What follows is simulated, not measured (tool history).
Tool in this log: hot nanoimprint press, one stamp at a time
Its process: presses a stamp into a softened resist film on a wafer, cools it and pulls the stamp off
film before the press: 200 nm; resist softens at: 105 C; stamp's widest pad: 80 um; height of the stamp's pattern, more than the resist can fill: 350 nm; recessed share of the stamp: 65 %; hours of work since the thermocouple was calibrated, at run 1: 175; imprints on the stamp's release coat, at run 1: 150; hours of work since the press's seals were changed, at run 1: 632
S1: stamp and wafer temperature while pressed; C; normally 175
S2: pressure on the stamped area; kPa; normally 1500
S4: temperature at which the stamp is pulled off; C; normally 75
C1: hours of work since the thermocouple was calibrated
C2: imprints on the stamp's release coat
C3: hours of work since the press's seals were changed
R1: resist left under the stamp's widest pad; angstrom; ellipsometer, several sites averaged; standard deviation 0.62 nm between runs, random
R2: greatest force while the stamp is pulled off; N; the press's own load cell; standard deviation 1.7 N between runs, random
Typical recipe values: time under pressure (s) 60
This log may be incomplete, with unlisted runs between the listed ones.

{"run": 1, "day": 0.0, "S1": 175, "S2": 1500, "time under pressure (s)": 60, "S4": 75, "C1": 175, "C2": 150, "C3": 632, "R1": 1166, "R2": 190}
{"run": 2, "day": 1.146, "S1": 175, "S2": 1500, "time under pressure (s)": 60, "S4": 73, "C1": 192, "C2": 229, "C3": 650, "R1": 1170, "R2": 209}
{"run": 3, "day": 1.721, "S1": 175, "S2": 1500, "time under pressure (s)": 60, "S4": 73, "C1": 201, "C2": 268, "C3": 659, "R1": 1182, "R2": 207}
{"run": 4, "day": 2.271, "S1": 175, "S2": 1500, "time under pressure (s)": 60, "S4": 74, "C1": 209, "C2": 306, "C3": 667, "R1": 1183, "R2": 202}
{"run": 5, "day": 3.121, "S1": 175, "S2": 1500, "time under pressure (s)": 60, "S4": 74, "C1": 223, "C2": 364, "C3": 680, "R1": 1176, "R2": 208}
{"run": 6, "day": 3.712, "S1": 175, "S2": 1500, "time under pressure (s)": 60, "S4": 75, "C1": 232, "C2": 405, "C3": 689, "R1": 1202, "R2": 201}
{"run": 7, "day": 4.938, "S1": 175, "S2": 1500, "time under pressure (s)": 60, "S4": 75, "C1": 250, "C2": 489, "C3": 708, "R1": 1192, "R2": 204}
{"run": 8, "day": 5.475, "S1": 175, "S2": 1500, "time under pressure (s)": 60, "S4": 75, "C1": 259, "C2": 526, "C3": 716, "R1": 1195, "R2": 203}
{"run": 9, "day": 6.704, "S1": 175, "S2": 1500, "time under pressure (s)": 31, "S4": 75, "C1": 278, "C2": 610, "C3": 735, "R1": 1433, "R2": 206}
{"run": 10, "day": 7.642, "S1": 175, "S2": 1500, "time under pressure (s)": 31, "S4": 75, "C1": 292, "C2": 674, "C3": 750, "R1": 1432, "R2": 209}
{"run": 11, "day": 8.504, "S1": 175, "S2": 1500, "time under pressure (s)": 31, "S4": 75, "C1": 305, "C2": 734, "C3": 763, "R1": 1431, "R2": 212}
{"run": 12, "day": 9.1, "S1": 175, "S2": 1500, "time under pressure (s)": 31, "S4": 75, "C1": 314, "C2": 775, "C3": 772, "R1": 1436, "R2": 212}
{"run": 13, "day": 10.171, "S1": 175, "S2": 1460, "time under pressure (s)": 60, "S4": 75, "C1": 331, "C2": 848, "C3": 789, "R1": 1227, "R2": 215}
{"run": 14, "day": 10.842, "S1": 175, "S2": 1460, "time under pressure (s)": 84, "S4": 75, "C1": 341, "C2": 894, "C3": 799, "R1": 1116, "R2": 214}
{"run": 15, "day": 11.388, "S1": 175, "S2": 1500, "time under pressure (s)": 60, "S4": 75, "C1": 349, "C2": 932, "C3": 807, "R1": 1208, "R2": 219}
{"run": 16, "day": 12.596, "S1": 175, "S2": 1500, "time under pressure (s)": 60, "S4": 75, "C1": 368, "C2": 1015, "C3": 826, "R1": 1220, "R2": 217}
{"day": 12.95, "done": "stamp cleaned and given a new release coat"}
{"run": 17, "day": 13.596, "S1": 175, "S2": 1500, "time under pressure (s)": 60, "S4": 75, "C1": 380, "C2": 45, "C3": 837, "R1": 1244, "R2": 193}

Run 18 is up next; what results do you expect?
{"run": 18, "day": 14.796, "S1": 175, "S2": 1500, "time under pressure (s)": 60, "S4": 75, "C1": 398, "C2": 127, "C3": 856, "R1": "?", "R2": "?"}

Run 18 came out at R1 1230 angstrom, R2 200 N.
On a tool with no hidden condition, and with the same random variation, this run would have come out at R1 1116 angstrom, R2 187 N.
